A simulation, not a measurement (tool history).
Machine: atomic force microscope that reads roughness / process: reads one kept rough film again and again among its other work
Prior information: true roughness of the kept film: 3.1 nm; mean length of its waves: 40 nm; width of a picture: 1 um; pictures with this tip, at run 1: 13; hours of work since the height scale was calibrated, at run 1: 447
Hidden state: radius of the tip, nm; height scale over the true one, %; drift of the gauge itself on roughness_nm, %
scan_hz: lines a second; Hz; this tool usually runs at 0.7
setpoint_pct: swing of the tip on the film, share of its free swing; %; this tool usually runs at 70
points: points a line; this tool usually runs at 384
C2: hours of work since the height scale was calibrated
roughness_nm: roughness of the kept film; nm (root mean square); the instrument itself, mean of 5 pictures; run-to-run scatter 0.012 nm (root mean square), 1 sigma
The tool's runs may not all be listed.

Run 1, hour 0: usual settings; pictures with this tip 13; C2 447. Result: roughness_nm 2.786 nm (root mean square).
Run 2, hour 31.9: usual settings; pictures with this tip 85; C2 469. Result: roughness_nm 2.775 nm (root mean square).
At hour 38.6: new tip fitted.
Run 3, hour 60.8: usual settings; pictures with this tip 49; C2 488. Result: roughness_nm 2.783 nm (root mean square).
At hour 83.5: new tip fitted.
Run 4, hour 98.3: usual settings but scan_hz 1.373 Hz; pictures with this tip 33; C2 513. Result: roughness_nm 2.727 nm (root mean square).
At hour 127.3: new tip fitted.
Run 5, hour 134.1: usual settings but scan_hz 1.373 Hz; pictures with this tip 15; C2 537. Result: roughness_nm 2.714 nm (root mean square).
Run 6, hour 164.9: usual settings; pictures with this tip 84; C2 558. Result: roughness_nm 2.782 nm (root mean square).
At hour 171.8: new tip fitted.
Run 7, hour 198.7: usual settings but points 566; pictures with this tip 60; C2 581. Result: roughness_nm 2.788 nm (root mean square).
At hour 214.1: new tip fitted.
Run 8, hour 232.1: usual settings; pictures with this tip 40; C2 603. Result: roughness_nm 2.801 nm (root mean square).
At hour 256.8: new tip fitted.
Run 9, hour 268.4: usual settings but points 455; pictures with this tip 26; C2 627. Result: roughness_nm 2.804 nm (root mean square).
At hour 300.9: new tip fitted.
Run 10, hour 306.2: usual settings but scan_hz 2.53 Hz, setpoint_pct 84 %; pictures with this tip 12; C2 653. Result: roughness_nm 2.37 nm (root mean square).
Run 11, hour 330.2: usual settings but scan_hz 2.199 Hz, setpoint_pct 88 %, points 638; pictures with this tip 65; C2 669. Result: roughness_nm 2.378 nm (root mean square).
At hour 343.8: new tip fitted.
Run 12, hour 366.2: usual settings but scan_hz 0.684 Hz, setpoint_pct 58 %, points 638; pictures with this tip 50; C2 693. Result: roughness_nm 2.823 nm (root mean square).
At hour 386.4: new tip fitted.
Run 13, hour 387: usual settings but scan_hz 0.79 Hz, setpoint_pct 58 %, points 751; pictures with this tip 2; C2 707. Result: roughness_nm 2.839 nm (root mean square).
Run 14, hour 403: usual settings but scan_hz 0.66 Hz, points 372; pictures with this tip 37; C2 718. Result: roughness_nm 2.773 nm (root mean square).
At hour 430.1: new tip fitted.
Run 15, hour 435.5: usual settings but scan_hz 3.409 Hz, setpoint_pct 67 %, points 307; pictures with this tip 12; C2 739. Result: roughness_nm 2.573 nm (root mean square).
Run 16, hour 454.1: usual settings but scan_hz 3.409 Hz, setpoint_pct 67 %, points 307; pictures with this tip 54; C2 752. Result: roughness_nm 2.562 nm (root mean square).
At hour 472.5: new tip fitted.
Run 17, hour 484.4: usual settings but scan_hz 0.731 Hz, setpoint_pct 88 %, points 302; pictures with this tip 27; C2 772. Result: roughness_nm 2.671 nm (root mean square).

Take each entry between the runs: how does the hidden state at the last listed run before it differ from the hidden state at the first listed run after it?
Logged between run 2 and run 3: new tip fitted (hour 38.6)
  radius of the tip, nm: 10.5 -> 10.3
Logged between run 3 and run 4: new tip fitted (hour 83.5)
  radius of the tip, nm: 10.3 -> 10.2
Logged between run 4 and run 5: new tip fitted (hour 127.3)
  radius of the tip, nm: 10.2 -> 10.1; height scale over the true one, %: 0.01 -> 0.02
Logged between run 6 and run 7: new tip fitted (hour 171.8)
  radius of the tip, nm: 10.5 -> 10.3
Logged between run 7 and run 8: new tip fitted (hour 214.1)
  radius of the tip, nm: 10.3 -> 10.2
Logged between run 8 and run 9: new tip fitted (hour 256.8)
  radius of the tip, nm: 10.2 -> 10.1
Logged between run 9 and run 10: new tip fitted (hour 300.9)
  no difference in the tool's unlogged condition between these two runs
Logged between run 11 and run 12: new tip fitted (hour 343.8)
  radius of the tip, nm: 10.4 -> 10.3
Logged between run 12 and run 13: new tip fitted (hour 386.4)
  radius of the tip, nm: 10.3 -> 10
Logged between run 14 and run 15: new tip fitted (hour 430.1)
  radius of the tip, nm: 10.2 -> 10.1
Logged between run 16 and run 17: new tip fitted (hour 472.5)
  radius of the tip, nm: 10.3 -> 10.2
